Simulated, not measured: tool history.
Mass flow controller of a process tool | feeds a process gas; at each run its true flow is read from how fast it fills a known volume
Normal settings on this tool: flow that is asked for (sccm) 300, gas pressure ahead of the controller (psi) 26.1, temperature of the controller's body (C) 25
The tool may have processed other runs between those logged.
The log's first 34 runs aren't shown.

run     hour  flow that is asked for (sccm)  gas pressure ahead of the controller (psi)  temperature of the controller's body (C)  true flow (%)
 35  10400.9                            182                                        22.8                                        26          95.64
 36  10734.3                            237                                        22.8                                        25          95.88
 37  11001.2                            237                                        22.8                                        25          95.82
 38  11382.8                            126                                        39.3                                        25          94.64
     11669.6  -- controller's zero set anew
 39  11675.5                            126                                        39.3                                        22          95.87
 40  11958.2                            126                                        33.2                                        22          95.83
 41  12356.3                            157                                        20.6                                        25          95.67
 42    12597                             89                                        21.8                                        27          95.27
 43  12798.5                            300                                        26.1                                        30          95.44
 44  12995.5                            300                                        26.1                                        20          96.37
 45  13180.6                            300                                        21.5                                        33          95.21
 46  13486.5                             88                                        34.2                                        25          94.79
 47  13731.5                             88                                        34.2                                        25          94.58
 48  13947.8                            255                                        23.8                                        25          95.46

Below are 3 alternative next runs, each starting from the tool's condition after run 48. Predict each:
  A  14142.8                            255                                        23.8                                        40              ?
  B  14142.8                            300                                        30.3                                        36              ?
  C  14142.8                            199                                        23.8                                        29              ?

run  true flow (%)
  A           94.1
  B          94.68
  C          94.87
The same runs, with their run-to-run variation unchanged, on a tool lacking any hidden condition would have given:
run  true flow (%)
  A          97.94
  B          98.49
  C          98.76
